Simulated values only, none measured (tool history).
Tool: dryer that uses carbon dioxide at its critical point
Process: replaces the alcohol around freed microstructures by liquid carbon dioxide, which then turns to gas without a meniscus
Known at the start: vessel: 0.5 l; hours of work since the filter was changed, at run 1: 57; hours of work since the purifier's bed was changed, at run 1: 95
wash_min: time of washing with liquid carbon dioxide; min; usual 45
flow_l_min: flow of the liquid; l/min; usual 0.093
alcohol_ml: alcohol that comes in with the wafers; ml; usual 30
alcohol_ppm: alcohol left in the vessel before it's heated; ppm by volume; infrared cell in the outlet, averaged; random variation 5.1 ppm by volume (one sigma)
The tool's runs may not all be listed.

run,day,wash_min,flow_l_min,alcohol_ml,hours of work since the filter was changed,hours of work since the purifier's bed was changed,alcohol_ppm
1,0,45,0.093,30,57,95,116
2,1.642,45,0.093,30,81,119,122
3,3.462,53,0.093,30,108,145,84
4,5.196,53,0.093,30,133,171,90
5,6.596,53,0.093,90,154,191,147
6,8.467,33,0.093,30,181,219,601
7,10.517,45,0.093,30,211,248,189
8,11.771,45,0.093,30,229,267,194
9,13.492,45,0.093,30,254,292,199
10,15.229,45,0.093,30,280,317,224
11,16.496,45,0.093,30,298,336,228
12,18.154,45,0.093,30,322,360,240
13,19.321,50,0.093,30,339,377,199
14,20.975,45,0.093,30,364,401,264
15,23.058,45,0.093,30,394,432,276
# day 23.267: inlet filter changed
16,25.267,45,0.093,30,29,463,252
17,26.592,45,0.093,30,49,483,254
18,28.038,45,0.093,30,70,504,261
19,29.108,45,0.093,30,85,520,268
20,30.892,45,0.111,30,111,546,235
21,31.883,45,0.111,30,126,560,223
22,34.125,45,0.093,30,159,593,320
23,35.392,45,0.093,30,177,611,308
24,37.062,45,0.0765,30,202,636,529
25,38.062,50,0.0841,29,216,650,325
26,40.004,27,0.0935,46,244,679,2168
27,41.629,27,0.0935,46,268,702,2144
28,43.471,27,0.0935,46,295,729,2204
29,44.675,32,0.1018,36,313,747,764
30,46.467,60,0.0753,107,339,773,512
# day 46.992: purifier's bed changed
31,48.708,27,0.0753,107,370,25,10021
# day 50.508: inlet filter changed
32,50.683,30,0.093,32,3,53,773
33,52.875,38,0.1024,32,35,85,170
34,54.371,45,0.1387,102,56,107,65
35,56.033,46,0.1093,42,81,132,84
36,57.083,35,0.1303,22,96,147,85
37,58.821,35,0.093,87,121,172,1099
38,60.083,35,0.093,87,140,191,1154
39,61.771,31,0.0807,66,165,215,2740
40,63.654,31,0.0807,66,192,243,2755
41,64.825,31,0.0807,66,209,260,2809
42,65.938,45,0.066,24,225,276,616
43,68.1,45,0.1337,63,257,308,117
44,69.646,45,0.0762,100,280,330,1151
45,71.146,45,0.0762,100,301,352,1201
46,72.688,30,0.0737,110,324,375,8019
47,74.788,47,0.0757,79,355,405,889

Forecast each of these 3 alternatives for the next run:
A,76.062,65,0.1233,79,373,424,?
B,76.062,45,0.0848,51,373,424,?
C,76.062,60,0.0755,115,373,424,?

run,alcohol_ppm
A,170
B,482
C,409
Without the tool's hidden state the same runs would have given:
run,alcohol_ppm
A,15
B,234
C,173
